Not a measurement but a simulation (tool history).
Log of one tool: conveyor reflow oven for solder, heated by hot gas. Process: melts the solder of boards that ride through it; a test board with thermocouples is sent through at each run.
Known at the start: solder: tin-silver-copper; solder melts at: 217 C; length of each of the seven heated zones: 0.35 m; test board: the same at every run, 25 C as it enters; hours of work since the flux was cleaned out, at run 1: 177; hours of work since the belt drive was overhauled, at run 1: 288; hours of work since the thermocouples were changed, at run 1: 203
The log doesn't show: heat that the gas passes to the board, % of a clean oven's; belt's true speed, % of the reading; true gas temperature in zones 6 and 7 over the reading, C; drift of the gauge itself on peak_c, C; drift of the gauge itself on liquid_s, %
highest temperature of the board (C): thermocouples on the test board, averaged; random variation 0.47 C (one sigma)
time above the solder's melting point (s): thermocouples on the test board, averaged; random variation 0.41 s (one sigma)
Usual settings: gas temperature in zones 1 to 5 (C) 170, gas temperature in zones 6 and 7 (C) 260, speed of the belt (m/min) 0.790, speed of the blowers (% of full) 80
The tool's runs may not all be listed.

run,hour,gas temperature in zones 1 to 5 (C),gas temperature in zones 6 and 7 (C),speed of the belt (m/min),speed of the blowers (% of full),hours of work since the flux was cleaned out,hours of work since the belt drive was overhauled,hours of work since the thermocouples were changed,highest temperature of the board (C),time above the solder's melting point (s)
1,0.0,170,260,0.790,80,177,288,203,248.4,37.7
2,19.8,170,260,0.790,80,190,301,216,247.8,37.6
3,35.2,170,260,0.790,80,200,310,226,247.5,38.3
4,57.7,170,260,0.790,80,214,325,240,247.7,37.8
5,82.2,170,260,0.790,80,230,340,256,247.8,37.8
6,108.0,170,260,0.790,80,246,357,272,247.6,37.4
7,121.6,170,260,0.790,86,255,366,281,247.4,37.8
8,154.2,170,260,0.700,86,276,386,302,251.6,46.2
9,167.7,170,260,0.700,86,284,395,310,251.4,46.6
10,199.9,170,248,0.700,86,305,416,331,239.7,39.0
11,222.1,170,248,0.700,86,319,430,345,240.8,38.5
12,241.7,170,260,0.790,80,331,442,357,248.4,37.3
13,269.8,170,260,0.790,80,349,460,376,247.3,36.9
14,301.6,170,260,0.790,80,370,481,396,246.9,37.2
15,322.2,170,260,0.790,80,383,494,409,247.2,36.2
16,335.9,183,260,0.790,80,392,503,418,249.5,41.8
17,352.1,176,268,0.722,67,402,513,428,255.3,47.2
# hour 359.9: flux residue cleaned out of gas plates and filters
18,373.6,170,260,0.779,86,9,523,439,246.1,37.3
19,391.6,166,260,0.790,80,20,535,450,244.4,34.1
20,417.2,166,260,0.790,80,37,551,466,244.5,34.3
21,434.5,162,260,0.790,80,48,562,478,243.1,33.3
22,448.7,171,252,0.790,79,57,571,487,237.8,30.8
# hour 469.6: flux residue cleaned out of gas plates and filters, once more
23,486.1,176,268,0.928,56,11,592,507,247.9,31.5
24,500.0,183,250,0.707,55,19,601,516,241.2,41.5
25,516.3,170,260,0.704,57,30,611,527,248.7,43.7
26,539.5,184,255,0.697,57,45,626,541,246.6,46.8
27,555.8,162,255,0.697,67,55,637,552,245.5,39.9
28,574.4,162,255,0.697,67,67,649,564,244.0,40.2
29,606.3,162,255,0.697,67,87,669,584,244.8,40.0
30,623.7,177,267,0.790,75,99,680,595,256.1,43.8
31,654.7,170,249,0.790,53,118,700,615,234.9,27.5
32,682.6,155,258,0.832,76,136,718,633,243.7,29.4

How the hidden state differs across the entries between the runs, from the last listed run before each to the first after it:
Between runs 17 and 18: flux residue cleaned out of gas plates and filters (hour 359.9)
  heat that the gas passes to the board, % of a clean oven's: 87.1 -> 81.2; belt's true speed, % of the reading: 98.67 -> 98.65; true gas temperature in zones 6 and 7 over the reading, C: 0.58 -> 0.59
  measured less the result without the state, highest temperature of the board (C): -1.6 -> -3.5; time above the solder's melting point (s): -0.5 -> -2.5
Between runs 22 and 23: flux residue cleaned out of gas plates and filters, once more (hour 469.6)
  heat that the gas passes to the board, % of a clean oven's: 80 -> 99.6; belt's true speed, % of the reading: 98.52 -> 98.46; true gas temperature in zones 6 and 7 over the reading, C: 0.64 -> 0.67
  measured less the result without the state, highest temperature of the board (C): -3.5 -> +1.0; time above the solder's melting point (s): -3.5 -> +1.1

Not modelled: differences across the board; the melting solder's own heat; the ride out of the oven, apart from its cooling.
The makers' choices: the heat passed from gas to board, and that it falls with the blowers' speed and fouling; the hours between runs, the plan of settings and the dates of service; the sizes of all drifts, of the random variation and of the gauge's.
